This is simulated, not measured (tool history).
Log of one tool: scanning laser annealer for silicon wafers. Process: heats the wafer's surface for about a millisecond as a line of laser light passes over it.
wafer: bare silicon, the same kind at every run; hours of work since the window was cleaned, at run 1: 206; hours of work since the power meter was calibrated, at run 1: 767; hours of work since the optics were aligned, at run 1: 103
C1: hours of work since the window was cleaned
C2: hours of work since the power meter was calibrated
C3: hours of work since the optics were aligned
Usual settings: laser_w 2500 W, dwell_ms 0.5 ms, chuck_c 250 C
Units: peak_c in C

{"run": 1, "hour": 0.0, "laser_w": 2500, "dwell_ms": 0.5, "chuck_c": 250, "C1": 206, "C2": 767, "C3": 103, "peak_c": 1037}
{"run": 2, "hour": 34.7, "laser_w": 2500, "dwell_ms": 0.5, "chuck_c": 250, "C1": 231, "C2": 792, "C3": 129, "peak_c": 1038}
{"run": 3, "hour": 55.8, "laser_w": 2500, "dwell_ms": 0.5, "chuck_c": 250, "C1": 247, "C2": 808, "C3": 144, "peak_c": 1035}
{"run": 4, "hour": 81.6, "laser_w": 2500, "dwell_ms": 0.5, "chuck_c": 250, "C1": 266, "C2": 827, "C3": 163, "peak_c": 1038}
{"run": 5, "hour": 112.1, "laser_w": 2500, "dwell_ms": 0.5, "chuck_c": 250, "C1": 288, "C2": 849, "C3": 185, "peak_c": 1034}
{"run": 6, "hour": 141.9, "laser_w": 2500, "dwell_ms": 0.5, "chuck_c": 269, "C1": 310, "C2": 871, "C3": 207, "peak_c": 1053}
{"run": 7, "hour": 172.9, "laser_w": 2500, "dwell_ms": 0.361, "chuck_c": 250, "C1": 333, "C2": 894, "C3": 230, "peak_c": 911}
{"run": 8, "hour": 188.5, "laser_w": 2500, "dwell_ms": 0.361, "chuck_c": 250, "C1": 344, "C2": 905, "C3": 241, "peak_c": 910}
{"run": 9, "hour": 206.1, "laser_w": 2500, "dwell_ms": 0.361, "chuck_c": 250, "C1": 357, "C2": 918, "C3": 254, "peak_c": 912}
{"run": 10, "hour": 225.8, "laser_w": 2500, "dwell_ms": 0.361, "chuck_c": 250, "C1": 371, "C2": 932, "C3": 269, "peak_c": 909}
{"run": 11, "hour": 252.9, "laser_w": 2500, "dwell_ms": 0.539, "chuck_c": 250, "C1": 391, "C2": 952, "C3": 288, "peak_c": 1065}
{"run": 12, "hour": 274.7, "laser_w": 2500, "dwell_ms": 0.539, "chuck_c": 250, "C1": 407, "C2": 968, "C3": 304, "peak_c": 1061}
{"run": 13, "hour": 293.1, "laser_w": 2644, "dwell_ms": 0.551, "chuck_c": 250, "C1": 421, "C2": 981, "C3": 318, "peak_c": 1113}
{"run": 14, "hour": 321.3, "laser_w": 2500, "dwell_ms": 0.386, "chuck_c": 249, "C1": 441, "C2": 1002, "C3": 339, "peak_c": 930}
{"run": 15, "hour": 348.0, "laser_w": 2500, "dwell_ms": 0.386, "chuck_c": 249, "C1": 461, "C2": 1022, "C3": 358, "peak_c": 931}
{"run": 16, "hour": 366.4, "laser_w": 2500, "dwell_ms": 0.517, "chuck_c": 245, "C1": 474, "C2": 1035, "C3": 372, "peak_c": 1033}
{"run": 17, "hour": 382.0, "laser_w": 2679, "dwell_ms": 0.5, "chuck_c": 273, "C1": 486, "C2": 1047, "C3": 383, "peak_c": 1103}
{"run": 18, "hour": 403.6, "laser_w": 2218, "dwell_ms": 0.351, "chuck_c": 250, "C1": 502, "C2": 1062, "C3": 399, "peak_c": 825}
{"run": 19, "hour": 426.8, "laser_w": 2218, "dwell_ms": 0.462, "chuck_c": 264, "C1": 519, "C2": 1079, "C3": 416, "peak_c": 927}
{"run": 20, "hour": 456.4, "laser_w": 2347, "dwell_ms": 0.462, "chuck_c": 270, "C1": 540, "C2": 1101, "C3": 437, "peak_c": 968}
{"run": 21, "hour": 477.0, "laser_w": 2605, "dwell_ms": 0.56, "chuck_c": 270, "C1": 555, "C2": 1116, "C3": 452, "peak_c": 1127}

Hidden state or all else? Some run-to-run changes of peak_c, split into what the settings, what came in and random variation would give without the hidden state, and what is left for the hidden state (with any gauge scatter that isn't in both results):
The hidden state here: light that passes the window, % of a clean one's; laser's true power over the reading, %; width of the line over the set one, %; drift of the gauge itself on peak_c, C.
Run 13 -> 14: laser_w 2644 -> 2500, dwell_ms 0.551 -> 0.386, chuck_c 250 -> 249. peak_c -183 C: hidden state +4, all else -187.
Run 17 -> 18: laser_w 2679 -> 2218, dwell_ms 0.5 -> 0.351, chuck_c 273 -> 250. peak_c -278 C: hidden state +7, all else -285.
Run 20 -> 21: laser_w 2347 -> 2605, dwell_ms 0.462 -> 0.56. peak_c +159 C: hidden state -6, all else +165.

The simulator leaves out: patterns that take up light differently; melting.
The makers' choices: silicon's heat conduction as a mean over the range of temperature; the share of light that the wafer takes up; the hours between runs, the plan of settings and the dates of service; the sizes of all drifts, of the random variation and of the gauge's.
